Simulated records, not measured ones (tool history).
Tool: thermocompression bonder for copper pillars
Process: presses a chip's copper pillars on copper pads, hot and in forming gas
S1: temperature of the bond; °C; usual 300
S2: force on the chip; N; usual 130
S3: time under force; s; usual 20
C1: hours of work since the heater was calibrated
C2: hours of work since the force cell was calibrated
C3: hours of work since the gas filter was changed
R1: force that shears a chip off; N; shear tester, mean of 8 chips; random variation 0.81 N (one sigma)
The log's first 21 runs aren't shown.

run	hour	S1	S2	S3	C1	C2	C3	R1
22	716.5	300	91	30	673	1316	220	51.8
23	736.6	300	85	30	686	1329	233	48.5
24	764.6	300	84	13	705	1348	252	37.1
25	798.0	300	118	40	727	1370	274	63.9
26	829.6	285	152	11	748	1391	295	48.2
27	872.6	317	149	10	776	1419	323	60.8
28	901.0	306	83	12	795	1438	342	37.4
29	948.6	300	130	10	827	1470	374	47.9
# hour 978.6: forming gas filter changed
30	989.4	300	130	10	854	1497	7	54.2
31	1036.1	300	130	10	885	1528	38	54.4
32	1082.7	300	130	10	916	1559	69	51.8
33	1107.3	285	110	60	932	1575	86	65.0
34	1154.7	300	144	13	964	1606	117	61.1

4 ways to go on from here, each from the tool as it stands after run 34. What would each give?
A	1196.0	300	98	21	991	1634	144	?
B	1196.0	318	110	46	991	1634	144	?
C	1196.0	311	166	29	991	1634	144	?
D	1196.0	310	180	31	991	1634	144	?

run	R1
A	52.1
B	74.3
C	77.8
D	80.2
Without the tool's hidden state the same runs would have given:
run	R1
A	53.7
B	77.3
C	81.0
D	83.6
